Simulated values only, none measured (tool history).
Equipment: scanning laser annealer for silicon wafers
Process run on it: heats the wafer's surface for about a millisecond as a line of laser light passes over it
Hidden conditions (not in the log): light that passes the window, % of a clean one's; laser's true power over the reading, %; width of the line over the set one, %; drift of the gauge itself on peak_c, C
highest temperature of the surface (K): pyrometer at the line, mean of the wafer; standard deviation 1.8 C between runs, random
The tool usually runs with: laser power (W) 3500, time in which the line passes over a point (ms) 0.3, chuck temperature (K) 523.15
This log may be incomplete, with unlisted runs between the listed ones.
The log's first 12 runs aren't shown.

run   hour  laser power (W)  time in which the line passes over a point (ms)  chuck temperature (K)  hours of work since the window was cleaned  hours of work since the power meter was calibrated  hours of work since the optics were aligned  highest temperature of the surface (K)
 13  318.7             3500                                              0.3                 523.15                                          86                                                 324                                          546                                 1263.15
 14  347.4             3500                                              0.3                 496.15                                         107                                                 345                                          567                                 1235.15
 15  376.8             3500                                              0.3                 496.15                                         128                                                 367                                          589                                 1232.15
 16    398             3500                                            0.296                 496.15                                         144                                                 382                                          604                                 1228.15
 17  427.6             3285                                            0.296                 496.15                                         165                                                 404                                          626                                 1178.15
 18  458.9             3285                                            0.296                 496.15                                         188                                                 427                                          649                                 1173.15
     463.7  -- laser's power meter calibrated
 19  491.2             3285                                            0.296                 496.15                                         209                                                  20                                          670                                 1174.15
 20  520.5             3377                                              0.3                 523.15                                         231                                                  41                                          691                                 1227.15
 21  546.6             3500                                            0.302                 523.15                                         250                                                  61                                          710                                 1251.15
 22  584.2             3328                                            0.265                 512.15                                         277                                                  88                                          738                                 1156.15
     596.4  -- laser's power meter calibrated, once more
 23  604.4             3801                                            0.309                 561.15                                         290                                                   6                                          750                                 1359.15
 24  624.2             3034                                            0.309                 561.15                                         304                                                  20                                          765                                 1187.15
 25  646.2             3500                                            0.325                 523.15                                         320                                                  36                                          781                                 1273.15
 26  675.1             3065                                            0.242                 546.15                                         342                                                  58                                          802                                 1099.15
 27  704.3             3065                                            0.242                 546.15                                         363                                                  79                                          823                                 1096.15
 28  732.5             3366                                            0.238                 515.15                                         384                                                  99                                          844                                 1120.15
     761.3  -- optics aligned, line set to its width
 29  774.6             3366                                            0.238                 515.15                                         411                                                 127                                           10                                 1130.15
 30  793.8             3366                                            0.373                 530.15                                         425                                                 141                                           24                                 1304.15
 31  833.5             3500                                              0.3                 490.15                                         454                                                 170                                           53                                 1206.15
 32  869.1             3249                                            0.238                 514.15                                         480                                                 196                                           79                                 1098.15
 33  904.1             3249                                            0.238                 514.15                                         505                                                 221                                          104                                 1099.15
 34  927.2             3500                                              0.3                 509.15                                         522                                                 238                                          121                                 1221.15
       954  -- window over the wafer cleaned
 35  964.4             3500                                            0.364                 509.15                                           8                                                 264                                          147                                 1343.15
 36   1001             3500                                            0.354                 523.15                                          34                                                 290                                          174                                 1340.15

Below are 5 alternative next runs, each starting from the tool's condition after run 36. Predict each:
  A  1039.5             3496                                            0.354                 529.15                                          62                                                 319                                          202                                       ?
  B  1039.5             3500                                            0.262                 516.15                                          62                                                 319                                          202                                       ?
  C  1039.5             3500                                            0.258                 523.15                                          62                                                 319                                          202                                       ?
  D  1039.5             3486                                            0.242                 519.15                                          62                                                 319                                          202                                       ?
  E  1039.5             3449                                            0.354                 533.15                                          62                                                 319                                          202                                       ?

run  highest temperature of the surface (K)
  A                                 1343.15
  B                                 1215.15
  C                                 1218.15
  D                                 1186.15
  E                                 1337.15
What these runs would have given with no unlogged condition in the tool:
run  highest temperature of the surface (K)
  A                                 1353.15
  B                                 1223.15
  C                                 1226.15
  D                                 1194.15
  E                                 1346.15
